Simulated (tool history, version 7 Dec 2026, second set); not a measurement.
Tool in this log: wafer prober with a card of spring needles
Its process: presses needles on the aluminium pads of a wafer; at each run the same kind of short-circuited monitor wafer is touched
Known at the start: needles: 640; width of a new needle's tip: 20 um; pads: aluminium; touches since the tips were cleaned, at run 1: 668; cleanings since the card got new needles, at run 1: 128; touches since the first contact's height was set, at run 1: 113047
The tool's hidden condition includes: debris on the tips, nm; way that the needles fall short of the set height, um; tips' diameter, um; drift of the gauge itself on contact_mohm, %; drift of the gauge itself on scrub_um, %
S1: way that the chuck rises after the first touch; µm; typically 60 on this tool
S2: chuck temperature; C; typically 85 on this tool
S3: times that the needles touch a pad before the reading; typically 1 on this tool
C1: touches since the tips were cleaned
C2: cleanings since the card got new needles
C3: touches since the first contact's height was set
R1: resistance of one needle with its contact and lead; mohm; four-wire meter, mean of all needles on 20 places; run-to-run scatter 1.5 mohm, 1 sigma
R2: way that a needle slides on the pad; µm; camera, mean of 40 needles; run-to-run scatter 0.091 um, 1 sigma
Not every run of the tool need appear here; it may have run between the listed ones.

| run | hour | S1 | S2 | S3 | C1 | C2 | C3 | R1 | R2 |
|---|---|---|---|---|---|---|---|---|---|
| 1 | 0 | 60 | 85 | 1 | 668 | 128 | 113047 | 201 | 7.29 |
|  | 2.3 | tips cleaned on abrasive film |
|  | 6 | tips cleaned on abrasive film |
|  | 9 | tips cleaned on abrasive film |
|  | 12.7 | tips cleaned on abrasive film |
|  | 16.4 | tips cleaned on abrasive film |
|  | 19.3 | tips cleaned on abrasive film |
|  | 23.1 | tips cleaned on abrasive film |
|  | 26.8 | tips cleaned on abrasive film |
|  | 30.5 | tips cleaned on abrasive film |
|  | 34.2 | tips cleaned on abrasive film |
|  | 37.9 | tips cleaned on abrasive film |
|  | 41.6 | tips cleaned on abrasive film |
|  | 45.3 | tips cleaned on abrasive film |
|  | 49 | tips cleaned on abrasive film |
|  | 50 | height of the first contact set anew |
|  | 53 | tips cleaned on abrasive film |
|  | 56.7 | tips cleaned on abrasive film |
|  | 60.4 | tips cleaned on abrasive film |
|  | 63.4 | tips cleaned on abrasive film |
|  | 67.1 | tips cleaned on abrasive film |
|  | 70.1 | tips cleaned on abrasive film |
|  | 73.8 | tips cleaned on abrasive film |
|  | 77.5 | tips cleaned on abrasive film |
|  | 81.2 | tips cleaned on abrasive film |
|  | 84.2 | tips cleaned on abrasive film |
|  | 87.9 | tips cleaned on abrasive film |
| 2 | 89.8 | 60 | 85 | 1 | 1097 | 153 | 22483 | 211 | 7.88 |
|  | 91.3 | tips cleaned on abrasive film |
|  | 95 | tips cleaned on abrasive film |
|  | 98 | tips cleaned on abrasive film |
|  | 110 | card fitted with new needles |
|  | 113.7 | tips cleaned on abrasive film |
|  | 117.4 | tips cleaned on abrasive film |
|  | 120.4 | tips cleaned on abrasive film |
|  | 124.1 | tips cleaned on abrasive film |
|  | 127.8 | tips cleaned on abrasive film |
|  | 131.5 | tips cleaned on abrasive film |
|  | 135.2 | tips cleaned on abrasive film |
|  | 138.9 | tips cleaned on abrasive film |
|  | 142.6 | tips cleaned on abrasive film |
|  | 146.3 | tips cleaned on abrasive film |
|  | 150.1 | tips cleaned on abrasive film |
|  | 153.8 | tips cleaned on abrasive film |
|  | 157.5 | tips cleaned on abrasive film |
| 3 | 160.3 | 60 | 85 | 2 | 1620 | 13 | 28457 | 183 | 7.84 |
|  | 161.1 | tips cleaned on abrasive film |
|  | 164.8 | tips cleaned on abrasive film |
|  | 168.5 | tips cleaned on abrasive film |
|  | 172.2 | tips cleaned on abrasive film |
|  | 175.9 | tips cleaned on abrasive film |
|  | 179.6 | tips cleaned on abrasive film |
|  | 183.3 | tips cleaned on abrasive film |
|  | 187 | tips cleaned on abrasive film |
|  | 190 | tips cleaned on abrasive film |
|  | 193.7 | tips cleaned on abrasive film |
|  | 197.4 | tips cleaned on abrasive film |
|  | 201.1 | tips cleaned on abrasive film |
|  | 204.8 | tips cleaned on abrasive film |
|  | 208.5 | tips cleaned on abrasive film |
|  | 212.2 | tips cleaned on abrasive film |
|  | 215.2 | tips cleaned on abrasive film |
|  | 218.9 | tips cleaned on abrasive film |
|  | 221.9 | tips cleaned on abrasive film |
|  | 225.6 | tips cleaned on abrasive film |
| 4 | 225.8 | 60 | 85 | 2 | 99 | 32 | 65456 | 154 | 7.78 |
|  | 228.8 | tips cleaned on abrasive film |
|  | 231.7 | tips cleaned on abrasive film |
|  | 235.5 | tips cleaned on abrasive film |
|  | 239.2 | tips cleaned on abrasive film |
|  | 242.9 | tips cleaned on abrasive film |
|  | 246.6 | tips cleaned on abrasive film |
|  | 250.3 | tips cleaned on abrasive film |
|  | 254 | tips cleaned on abrasive film |
|  | 257 | tips cleaned on abrasive film |
|  | 260.7 | tips cleaned on abrasive film |
|  | 264.4 | tips cleaned on abrasive film |
|  | 268.1 | tips cleaned on abrasive film |
|  | 271.1 | tips cleaned on abrasive film |
|  | 274.8 | tips cleaned on abrasive film |
|  | 278.5 | tips cleaned on abrasive film |
|  | 281.5 | tips cleaned on abrasive film |
|  | 285.2 | tips cleaned on abrasive film |
|  | 288.9 | tips cleaned on abrasive film |
|  | 291.9 | tips cleaned on abrasive film |
|  | 295.6 | tips cleaned on abrasive film |
|  | 298.6 | tips cleaned on abrasive film |
|  | 302.3 | tips cleaned on abrasive film |
| 5 | 304.7 | 60 | 85 | 2 | 1408 | 54 | 110053 | 189 | 7.31 |
|  | 305.5 | tips cleaned on abrasive film |
|  | 309.2 | tips cleaned on abrasive film |
|  | 312.9 | tips cleaned on abrasive film |
|  | 316.6 | tips cleaned on abrasive film |
|  | 320.3 | tips cleaned on abrasive film |
|  | 324 | tips cleaned on abrasive film |
|  | 327 | tips cleaned on abrasive film |
|  | 330.7 | tips cleaned on abrasive film |
|  | 333.7 | tips cleaned on abrasive film |
|  | 337.4 | tips cleaned on abrasive film |
|  | 341.1 | tips cleaned on abrasive film |
|  | 344.8 | tips cleaned on abrasive film |
|  | 348.5 | tips cleaned on abrasive film |
|  | 352.2 | tips cleaned on abrasive film |
|  | 355.9 | tips cleaned on abrasive film |
| 6 | 358.2 | 60 | 85 | 2 | 1335 | 69 | 140321 | 193 | 7.33 |
|  | 359.1 | tips cleaned on abrasive film |
|  | 360.1 | height of the first contact set anew |
|  | 362.3 | tips cleaned on abrasive film |
|  | 366 | tips cleaned on abrasive film |
|  | 369.7 | tips cleaned on abrasive film |
|  | 373.5 | tips cleaned on abrasive film |
|  | 377.2 | tips cleaned on abrasive film |
|  | 380.9 | tips cleaned on abrasive film |
|  | 383.9 | tips cleaned on abrasive film |
|  | 387.6 | tips cleaned on abrasive film |
|  | 391.3 | tips cleaned on abrasive film |
|  | 395 | tips cleaned on abrasive film |
|  | 398.7 | tips cleaned on abrasive film |
|  | 402.4 | tips cleaned on abrasive film |
|  | 405.4 | tips cleaned on abrasive film |
|  | 409.1 | tips cleaned on abrasive film |
|  | 412.8 | tips cleaned on abrasive film |
|  | 415.8 | tips cleaned on abrasive film |
| 7 | 417.8 | 60 | 85 | 2 | 1214 | 86 | 32663 | 179 | 7.88 |
|  | 419.4 | tips cleaned on abrasive film |
|  | 423.1 | tips cleaned on abrasive film |
|  | 426.8 | tips cleaned on abrasive film |
|  | 430.5 | tips cleaned on abrasive film |
|  | 434.2 | tips cleaned on abrasive film |
|  | 437.9 | tips cleaned on abrasive film |
|  | 441.6 | tips cleaned on abrasive film |
|  | 444.6 | tips cleaned on abrasive film |
|  | 447.6 | tips cleaned on abrasive film |
|  | 451.3 | tips cleaned on abrasive film |
|  | 455 | tips cleaned on abrasive film |
|  | 458 | tips cleaned on abrasive film |
|  | 461.7 | tips cleaned on abrasive film |
|  | 465.4 | tips cleaned on abrasive film |
|  | 469.1 | tips cleaned on abrasive film |
|  | 472.8 | tips cleaned on abrasive film |
|  | 476.5 | tips cleaned on abrasive film |
|  | 479.5 | tips cleaned on abrasive film |
|  | 483.2 | tips cleaned on abrasive film |
|  | 486.9 | tips cleaned on abrasive film |
|  | 489.9 | tips cleaned on abrasive film |
|  | 493.4 | tips cleaned on abrasive film |
| 8 | 493.4 | 51 | 26 | 2 | 0 | 108 | 75318 | 149 | 6.24 |
|  | 497.1 | tips cleaned on abrasive film |
|  | 500.1 | tips cleaned on abrasive film |
|  | 503.8 | tips cleaned on abrasive film |
|  | 507.5 | tips cleaned on abrasive film |
|  | 511.2 | tips cleaned on abrasive film |
|  | 514.2 | tips cleaned on abrasive film |
|  | 517.9 | tips cleaned on abrasive film |
|  | 521.6 | tips cleaned on abrasive film |
|  | 525.3 | tips cleaned on abrasive film |
|  | 529 | tips cleaned on abrasive film |
|  | 532.7 | tips cleaned on abrasive film |
|  | 536.4 | tips cleaned on abrasive film |
|  | 539.4 | tips cleaned on abrasive film |
| 9 | 541.1 | 51 | 26 | 2 | 954 | 121 | 102270 | 198 | 6.42 |
|  | 542.6 | tips cleaned on abrasive film |
|  | 546.3 | tips cleaned on abrasive film |
|  | 550 | tips cleaned on abrasive film |
|  | 553.7 | tips cleaned on abrasive film |
|  | 557.4 | tips cleaned on abrasive film |
|  | 560.4 | tips cleaned on abrasive film |
|  | 564.1 | tips cleaned on abrasive film |
|  | 567.1 | tips cleaned on abrasive film |
|  | 570.8 | tips cleaned on abrasive film |
|  | 574.5 | tips cleaned on abrasive film |
|  | 578.2 | tips cleaned on abrasive film |
|  | 581.2 | tips cleaned on abrasive film |
|  | 584.2 | tips cleaned on abrasive film |
|  | 587.9 | tips cleaned on abrasive film |
|  | 591.6 | tips cleaned on abrasive film |
|  | 595.3 | tips cleaned on abrasive film |
|  | 598.3 | tips cleaned on abrasive film |
|  | 602 | tips cleaned on abrasive film |
|  | 605 | tips cleaned on abrasive film |
|  | 608.7 | tips cleaned on abrasive film |
|  | 610.4 | height of the first contact set anew |
|  | 612.2 | tips cleaned on abrasive film |
| 10 | 612.2 | 46 | 47 | 1 | 0 | 142 | 953 | 169 | 6.16 |

Predict each of these 5 candidate next runs independently; none follows another, all start after run 10:
|  | 615.9 | tips cleaned on abrasive film |
|  | 618.8 | tips cleaned on abrasive film |
|  | 622.6 | tips cleaned on abrasive film |
|  | 626.3 | tips cleaned on abrasive film |
|  | 630 | tips cleaned on abrasive film |
|  | 633.7 | tips cleaned on abrasive film |
|  | 636.7 | tips cleaned on abrasive film |
|  | 640.4 | tips cleaned on abrasive film |
|  | 643.3 | tips cleaned on abrasive film |
|  | 647 | tips cleaned on abrasive film |
|  | 650.8 | tips cleaned on abrasive film |
|  | 654.5 | tips cleaned on abrasive film |
|  | 658.2 | tips cleaned on abrasive film |
|  | 661.9 | tips cleaned on abrasive film |
|  | 673.9 | card fitted with new needles |
|  | 677.6 | tips cleaned on abrasive film |
|  | 681.3 | tips cleaned on abrasive film |
| A | 682.1 | 46 | 81 | 1 | 468 | 2 | 4662 | ? | ? |
|  | 615.9 | tips cleaned on abrasive film |
|  | 618.8 | tips cleaned on abrasive film |
|  | 622.6 | tips cleaned on abrasive film |
|  | 626.3 | tips cleaned on abrasive film |
|  | 630 | tips cleaned on abrasive film |
|  | 633.7 | tips cleaned on abrasive film |
|  | 636.7 | tips cleaned on abrasive film |
|  | 640.4 | tips cleaned on abrasive film |
|  | 643.3 | tips cleaned on abrasive film |
|  | 647 | tips cleaned on abrasive film |
|  | 650.8 | tips cleaned on abrasive film |
|  | 654.5 | tips cleaned on abrasive film |
|  | 658.2 | tips cleaned on abrasive film |
|  | 661.9 | tips cleaned on abrasive film |
|  | 673.9 | card fitted with new needles |
|  | 677.6 | tips cleaned on abrasive film |
|  | 681.3 | tips cleaned on abrasive film |
| B | 682.1 | 60 | 28 | 3 | 468 | 2 | 4662 | ? | ? |
|  | 615.9 | tips cleaned on abrasive film |
|  | 618.8 | tips cleaned on abrasive film |
|  | 622.6 | tips cleaned on abrasive film |
|  | 626.3 | tips cleaned on abrasive film |
|  | 630 | tips cleaned on abrasive film |
|  | 633.7 | tips cleaned on abrasive film |
|  | 636.7 | tips cleaned on abrasive film |
|  | 640.4 | tips cleaned on abrasive film |
|  | 643.3 | tips cleaned on abrasive film |
|  | 647 | tips cleaned on abrasive film |
|  | 650.8 | tips cleaned on abrasive film |
|  | 654.5 | tips cleaned on abrasive film |
|  | 658.2 | tips cleaned on abrasive film |
|  | 661.9 | tips cleaned on abrasive film |
|  | 673.9 | card fitted with new needles |
|  | 677.6 | tips cleaned on abrasive film |
|  | 681.3 | tips cleaned on abrasive film |
| C | 682.1 | 41 | 47 | 1 | 468 | 2 | 4662 | ? | ? |
|  | 615.9 | tips cleaned on abrasive film |
|  | 618.8 | tips cleaned on abrasive film |
|  | 622.6 | tips cleaned on abrasive film |
|  | 626.3 | tips cleaned on abrasive film |
|  | 630 | tips cleaned on abrasive film |
|  | 633.7 | tips cleaned on abrasive film |
|  | 636.7 | tips cleaned on abrasive film |
|  | 640.4 | tips cleaned on abrasive film |
|  | 643.3 | tips cleaned on abrasive film |
|  | 647 | tips cleaned on abrasive film |
|  | 650.8 | tips cleaned on abrasive film |
|  | 654.5 | tips cleaned on abrasive film |
|  | 658.2 | tips cleaned on abrasive film |
|  | 661.9 | tips cleaned on abrasive film |
|  | 673.9 | card fitted with new needles |
|  | 677.6 | tips cleaned on abrasive film |
|  | 681.3 | tips cleaned on abrasive film |
| D | 682.1 | 74 | 85 | 1 | 468 | 2 | 4662 | ? | ? |
|  | 615.9 | tips cleaned on abrasive film |
|  | 618.8 | tips cleaned on abrasive film |
|  | 622.6 | tips cleaned on abrasive film |
|  | 626.3 | tips cleaned on abrasive film |
|  | 630 | tips cleaned on abrasive film |
|  | 633.7 | tips cleaned on abrasive film |
|  | 636.7 | tips cleaned on abrasive film |
|  | 640.4 | tips cleaned on abrasive film |
|  | 643.3 | tips cleaned on abrasive film |
|  | 647 | tips cleaned on abrasive film |
|  | 650.8 | tips cleaned on abrasive film |
|  | 654.5 | tips cleaned on abrasive film |
|  | 658.2 | tips cleaned on abrasive film |
|  | 661.9 | tips cleaned on abrasive film |
|  | 673.9 | card fitted with new needles |
|  | 677.6 | tips cleaned on abrasive film |
|  | 681.3 | tips cleaned on abrasive film |
| E | 682.1 | 73 | 47 | 1 | 468 | 2 | 4662 | ? | ? |

| run | R1 | R2 |
|---|---|---|
| A | 186 | 5.97 |
| B | 138 | 7.96 |
| C | 188 | 5.48 |
| D | 151 | 9.99 |
| E | 142 | 9.64 |
What these runs would have given with no unlogged condition in the tool:
| run | R1 | R2 |
|---|---|---|
| A | 156 | 5.99 |
| B | 131 | 7.99 |
| C | 149 | 5.5 |
| D | 139 | 10.02 |
| E | 128 | 9.66 |
